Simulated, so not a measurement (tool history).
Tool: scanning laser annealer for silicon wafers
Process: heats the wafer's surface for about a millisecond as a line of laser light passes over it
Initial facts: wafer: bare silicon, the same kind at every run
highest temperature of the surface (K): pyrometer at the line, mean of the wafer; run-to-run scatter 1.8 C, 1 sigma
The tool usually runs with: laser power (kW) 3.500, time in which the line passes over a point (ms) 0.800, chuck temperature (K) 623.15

run,hour,laser power (kW),time in which the line passes over a point (ms),chuck temperature (K),highest temperature of the surface (K)
1,0.0,3.500,0.800,623.15,1351.15
2,8.1,3.500,0.800,623.15,1347.15
3,17.5,3.500,0.800,623.15,1347.15
4,24.5,3.500,0.800,623.15,1348.15
5,34.2,3.500,0.800,623.15,1350.15
6,40.1,3.441,0.800,623.15,1333.15
7,49.6,3.441,0.800,623.15,1334.15
8,58.5,3.500,0.889,623.15,1395.15
9,66.0,3.500,0.800,623.15,1349.15
10,74.5,3.500,0.800,623.15,1344.15
11,82.6,3.500,0.800,623.15,1350.15
12,89.9,3.432,0.735,609.15,1283.15
13,96.6,3.500,0.753,623.15,1322.15
14,107.1,3.415,0.789,623.15,1319.15
15,114.7,3.791,0.722,623.15,1378.15
16,122.4,3.500,0.800,623.15,1350.15
17,128.7,3.691,0.800,628.15,1404.15
18,139.5,3.691,0.800,628.15,1403.15
19,149.7,3.691,0.836,625.15,1419.15
20,154.4,3.621,0.635,592.15,1251.15
21,162.7,3.727,0.902,653.15,1495.15

Alternative continuations, all from the tool just after run 21; predict every row:
A,172.7,3.522,0.800,603.15,?
B,172.7,3.500,0.777,623.15,?
C,172.7,3.474,0.572,640.15,?
D,172.7,3.166,0.800,623.15,?
E,172.7,3.556,0.708,604.15,?

run,highest temperature of the surface (K)
A,1335.15
B,1336.15
C,1230.15
D,1264.15
E,1290.15
What these runs would have given with no unlogged condition in the tool:
run,highest temperature of the surface (K)
A,1335.15
B,1336.15
C,1230.15
D,1265.15
E,1290.15
